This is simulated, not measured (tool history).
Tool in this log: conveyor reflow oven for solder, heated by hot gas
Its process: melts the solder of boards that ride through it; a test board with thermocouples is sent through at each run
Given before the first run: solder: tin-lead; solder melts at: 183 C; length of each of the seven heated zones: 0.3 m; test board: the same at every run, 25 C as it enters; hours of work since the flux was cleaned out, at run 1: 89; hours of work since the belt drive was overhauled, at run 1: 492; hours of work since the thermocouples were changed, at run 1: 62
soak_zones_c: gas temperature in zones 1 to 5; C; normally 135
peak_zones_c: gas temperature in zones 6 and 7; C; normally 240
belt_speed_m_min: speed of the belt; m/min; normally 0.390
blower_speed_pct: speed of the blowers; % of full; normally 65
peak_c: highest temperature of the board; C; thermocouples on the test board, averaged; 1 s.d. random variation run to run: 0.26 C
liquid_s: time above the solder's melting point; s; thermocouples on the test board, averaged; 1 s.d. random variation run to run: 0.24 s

run   hour  soak_zones_c  peak_zones_c  belt_speed_m_min  blower_speed_pct  hours of work since the flux was cleaned out  hours of work since the belt drive was overhauled  hours of work since the thermocouples were changed  peak_c  liquid_s
  1    0.0           135           240             0.390                65                                            89                                                492                                                  62   222.2      72.0
  2    7.7           135           240             0.390                65                                            93                                                496                                                  66   221.4      71.9
  3   13.9           135           240             0.390                65                                            97                                                500                                                  70   222.0      71.3
  4   21.9           135           240             0.390                65                                           101                                                504                                                  75   221.5      71.7
  5   30.2           122           240             0.390                65                                           106                                                509                                                  79   219.6      64.9
  6   40.4           135           240             0.390                65                                           112                                                515                                                  85   222.0      72.1
  7   46.1           135           240             0.390                65                                           115                                                518                                                  88   221.9      71.4
  8   55.4           146           240             0.390                65                                           121                                                524                                                  94   223.5      78.1
  9   66.3           146           240             0.390                65                                           127                                                530                                                 100   223.8      77.9
 10   72.8           135           232             0.390                65                                           130                                                533                                                 104   215.0      65.4
 11   78.5           135           232             0.390                65                                           134                                                537                                                 107   215.2      65.6
 12   84.5           135           232             0.390                65                                           137                                                540                                                 110   214.5      65.3
 13   93.5           135           240             0.390                62                                           142                                                545                                                 115   220.8      70.9
 14  101.4           135           240             0.390                62                                           147                                                550                                                 120   221.0      70.5
 15  113.0           135           240             0.390                62                                           153                                                556                                                 127   220.7      70.8
 16  119.3           135           235             0.390                65                                           157                                                560                                                 130   217.4      67.9
 17  124.4           135           235             0.390                65                                           160                                                563                                                 133   217.2      68.0
 18  133.9           135           232             0.397                65                                           165                                                568                                                 139   214.3      63.4
 19  140.1           121           232             0.397                81                                           169                                                572                                                 142   215.4      60.5
 20  146.3           121           232             0.397                81                                           172                                                575                                                 146   215.0      60.4
 21  153.4           121           232             0.397                81                                           177                                                580                                                 150   215.7      60.1
 22  165.0           121           232             0.397                81                                           183                                                586                                                 156   215.3      60.3
     171.5  -- flux residue cleaned out of gas plates and filters
 23  178.4           133           240             0.397                71                                             4                                                591                                                 161   222.3      70.0
 24  186.8           135           230             0.424                51                                             9                                                596                                                 166   206.6      49.8
 25  194.3           127           247             0.404                70                                            13                                                600                                                 170   226.5      69.4
 26  200.6           131           240             0.390                87                                            17                                                604                                                 174   225.3      73.3
 27  208.5           131           240             0.390                87                                            21                                                608                                                 178   225.4      73.4
 28  219.2           148           240             0.390                65                                            27                                                614                                                 184   224.1      79.3
 29  230.7           148           240             0.390                65                                            34                                                621                                                 191   224.4      79.2
 30  241.3           142           240             0.390                65                                            40                                                627                                                 197   222.9      75.5
 31  248.8           142           240             0.390                65                                            44                                                631                                                 201   222.8      76.0

Branching from run 31: 3 alternative next runs. What would each branch give?
  A  253.8           144           231             0.390                65                                            47                                                634                                                 204       ?         ?
  B  253.8           135           230             0.435                65                                            47                                                634                                                 204       ?         ?
  C  253.8           135           240             0.419                65                                            47                                                634                                                 204       ?         ?

run  peak_c  liquid_s
  A   215.5      70.4
  B   209.7      52.6
  C   219.2      64.0
Had the tool no hidden state, the same runs would have come out as:
run  peak_c  liquid_s
  A   215.5      70.3
  B   209.6      52.5
  C   219.2      63.9
